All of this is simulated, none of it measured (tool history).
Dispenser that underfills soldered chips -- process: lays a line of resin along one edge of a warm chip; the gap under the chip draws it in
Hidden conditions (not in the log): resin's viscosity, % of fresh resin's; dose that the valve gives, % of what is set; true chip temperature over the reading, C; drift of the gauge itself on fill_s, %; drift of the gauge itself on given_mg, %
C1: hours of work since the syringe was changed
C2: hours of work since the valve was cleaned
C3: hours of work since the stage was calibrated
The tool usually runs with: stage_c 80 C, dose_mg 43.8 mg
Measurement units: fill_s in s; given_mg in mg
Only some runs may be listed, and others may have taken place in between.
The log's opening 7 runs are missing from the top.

Run 8, hour 54.2: usual settings but stage_c 92 C; C1 6; C2 38; C3 217. Result: fill_s 299.5 s, given_mg 42.85 mg.
At hour 58.4: new syringe of resin.
Run 9, hour 63: usual settings but stage_c 92 C; C1 3; C2 45; C3 223. Result: fill_s 237.7 s, given_mg 42.53 mg.
Run 10, hour 67.9: usual settings but stage_c 92 C; C1 7; C2 48; C3 227. Result: fill_s 320.9 s, given_mg 42.39 mg.
At hour 70.3: new syringe of resin.
Run 11, hour 77.7: usual settings but stage_c 92 C; C1 6; C2 56; C3 234. Result: fill_s 292.2 s, given_mg 42.26 mg.
At hour 82.5: new syringe of resin.
Run 12, hour 83.6: usual settings but stage_c 72 C; C1 1; C2 60; C3 238. Result: fill_s 384.8 s, given_mg 42.22 mg.
At hour 93.1: dispensing valve cleaned and set on the balance.
Run 13, hour 93.5: usual settings but stage_c 72 C; C1 8; C2 0; C3 245. Result: fill_s 658.6 s, given_mg 43.81 mg.
At hour 95.5: new syringe of resin.
Run 14, hour 101.6: usual settings but stage_c 69 C; C1 5; C2 6; C3 251. Result: fill_s 605.7 s, given_mg 43.73 mg.
At hour 107.4: new syringe of resin.
Run 15, hour 107.9: usual settings but stage_c 77 C; C1 0; C2 11; C3 255. Result: fill_s 322.6 s, given_mg 43.46 mg.
Run 16, hour 118.3: usual settings but stage_c 77 C; C1 8; C2 19; C3 263. Result: fill_s 593.9 s, given_mg 43.22 mg.
At hour 119.4: new syringe of resin.
Run 17, hour 127.9: usual settings; C1 6; C2 26; C3 270. Result: fill_s 454 s, given_mg 43.07 mg.
At hour 131.1: new syringe of resin.
Run 18, hour 135.3: usual settings; C1 3; C2 31; C3 276. Result: fill_s 359.2 s, given_mg 43.19 mg.
At hour 143: new syringe of resin.
Run 19, hour 143.8: usual settings but stage_c 73 C, dose_mg 39.8 mg; C1 1; C2 37; C3 282. Result: fill_s 376.7 s, given_mg 39.13 mg.
Run 20, hour 149.1: usual settings but stage_c 87 C, dose_mg 51.1 mg; C1 5; C2 41; C3 286. Result: fill_s 312.7 s, given_mg 49.97 mg.
At hour 155.2: new syringe of resin.
Run 21, hour 158: usual settings but stage_c 87 C, dose_mg 51.1 mg; C1 2; C2 48; C3 292. Result: fill_s 252 s, given_mg 49.92 mg.
At hour 167.5: new syringe of resin.
Run 22, hour 167.7: usual settings but stage_c 85 C, dose_mg 42.3 mg; C1 0; C2 55; C3 299. Result: fill_s 240.5 s, given_mg 41.02 mg.

Predict the results of run 23:
Run 23, hour 173.8: usual settings but stage_c 85 C, dose_mg 42.3 mg; C1 5; C2 60; C3 304. Result: fill_s ?, given_mg ?.

fill_s: 349.8 s
given_mg: 40.98 mg
Had the tool carried no hidden state, the very same run would have given fill_s 244.8 s, given_mg 42.31 mg.
